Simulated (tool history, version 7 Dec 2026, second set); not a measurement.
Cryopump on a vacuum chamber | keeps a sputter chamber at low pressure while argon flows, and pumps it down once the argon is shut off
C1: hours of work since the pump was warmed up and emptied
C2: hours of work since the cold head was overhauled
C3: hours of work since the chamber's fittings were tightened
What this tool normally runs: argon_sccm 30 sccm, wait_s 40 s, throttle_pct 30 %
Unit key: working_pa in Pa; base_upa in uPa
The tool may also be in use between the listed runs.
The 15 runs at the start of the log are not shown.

{"run": 16, "day": 51.408, "argon_sccm": 30, "wait_s": 40, "throttle_pct": 17, "C1": 358, "C2": 1217, "C3": 1306, "working_pa": 0.3188, "base_upa": 7}
{"day": 55.921, "done": "pump warmed up, emptied and cooled again"}
{"run": 17, "day": 56.2, "argon_sccm": 30, "wait_s": 40, "throttle_pct": 17, "C1": 5, "C2": 1291, "C3": 1380, "working_pa": 0.3095, "base_upa": 6.64}
{"run": 18, "day": 58.392, "argon_sccm": 30, "wait_s": 48, "throttle_pct": 15, "C1": 40, "C2": 1326, "C3": 1415, "working_pa": 0.3541, "base_upa": 6.26}
{"run": 19, "day": 61.696, "argon_sccm": 30, "wait_s": 66, "throttle_pct": 50, "C1": 93, "C2": 1379, "C3": 1468, "working_pa": 0.1097, "base_upa": 5.95}
{"day": 63.029, "done": "leaking fittings of the chamber tightened, without venting"}
{"run": 20, "day": 65.217, "argon_sccm": 38, "wait_s": 37, "throttle_pct": 22, "C1": 148, "C2": 1435, "C3": 35, "working_pa": 0.3125, "base_upa": 3.71}
{"run": 21, "day": 68.017, "argon_sccm": 38, "wait_s": 37, "throttle_pct": 22, "C1": 194, "C2": 1480, "C3": 80, "working_pa": 0.3136, "base_upa": 3.81}
{"run": 22, "day": 71.912, "argon_sccm": 37, "wait_s": 40, "throttle_pct": 30, "C1": 256, "C2": 1543, "C3": 143, "working_pa": 0.2266, "base_upa": 3.85}
{"run": 23, "day": 74.146, "argon_sccm": 37, "wait_s": 40, "throttle_pct": 24, "C1": 292, "C2": 1579, "C3": 179, "working_pa": 0.2823, "base_upa": 3.81}
{"run": 24, "day": 78.55, "argon_sccm": 17, "wait_s": 40, "throttle_pct": 41, "C1": 363, "C2": 1649, "C3": 250, "working_pa": 0.0793, "base_upa": 4.26}
{"run": 25, "day": 81.642, "argon_sccm": 17, "wait_s": 40, "throttle_pct": 34, "C1": 413, "C2": 1699, "C3": 300, "working_pa": 0.0947, "base_upa": 4.29}
{"day": 82.804, "done": "pump warmed up, emptied and cooled again"}
{"run": 26, "day": 86.208, "argon_sccm": 12, "wait_s": 31, "throttle_pct": 34, "C1": 55, "C2": 1769, "C3": 370, "working_pa": 0.0638, "base_upa": 5.28}
{"run": 27, "day": 88.833, "argon_sccm": 58, "wait_s": 292, "throttle_pct": 30, "C1": 97, "C2": 1812, "C3": 412, "working_pa": 0.3503, "base_upa": 1.9}
{"run": 28, "day": 91.796, "argon_sccm": 58, "wait_s": 292, "throttle_pct": 30, "C1": 145, "C2": 1859, "C3": 460, "working_pa": 0.3539, "base_upa": 2.01}
{"run": 29, "day": 95.567, "argon_sccm": 14, "wait_s": 20, "throttle_pct": 52, "C1": 206, "C2": 1920, "C3": 521, "working_pa": 0.0506, "base_upa": 7.84}
{"run": 30, "day": 98.754, "argon_sccm": 14, "wait_s": 20, "throttle_pct": 52, "C1": 257, "C2": 1972, "C3": 572, "working_pa": 0.0503, "base_upa": 8.25}
{"run": 31, "day": 103.533, "argon_sccm": 14, "wait_s": 23, "throttle_pct": 21, "C1": 334, "C2": 2049, "C3": 649, "working_pa": 0.1224, "base_upa": 7.4}
{"run": 32, "day": 105.488, "argon_sccm": 59, "wait_s": 32, "throttle_pct": 47, "C1": 365, "C2": 2080, "C3": 681, "working_pa": 0.2431, "base_upa": 6.29}
{"run": 33, "day": 107.662, "argon_sccm": 59, "wait_s": 32, "throttle_pct": 47, "C1": 400, "C2": 2115, "C3": 716, "working_pa": 0.2459, "base_upa": 6.3}
{"day": 109.592, "done": "pump warmed up, emptied and cooled again"}
{"run": 34, "day": 110.817, "argon_sccm": 12, "wait_s": 170, "throttle_pct": 30, "C1": 20, "C2": 2163, "C3": 763, "working_pa": 0.0713, "base_upa": 3.04}

What if the next run were any one of these 3? Each begins from the tool's condition after run 34:
{"run": "A", "day": 113.946, "argon_sccm": 19, "wait_s": 79, "throttle_pct": 22, "C1": 70, "C2": 2213, "C3": 814, "working_pa": "?", "base_upa": "?"}
{"run": "B", "day": 113.946, "argon_sccm": 57, "wait_s": 44, "throttle_pct": 27, "C1": 70, "C2": 2213, "C3": 814, "working_pa": "?", "base_upa": "?"}
{"run": "C", "day": 113.946, "argon_sccm": 30, "wait_s": 136, "throttle_pct": 48, "C1": 70, "C2": 2213, "C3": 814, "working_pa": "?", "base_upa": "?"}

run=A working_pa=0.1561 base_upa=4.14
run=B working_pa=0.3766 base_upa=5.2
run=C working_pa=0.1133 base_upa=3.42
Stripped of hidden state, with their random variation kept, the same runs would have yielded:
run=A working_pa=0.1536 base_upa=1.91
run=B working_pa=0.3689 base_upa=3.04
run=C working_pa=0.1092 base_upa=1.23
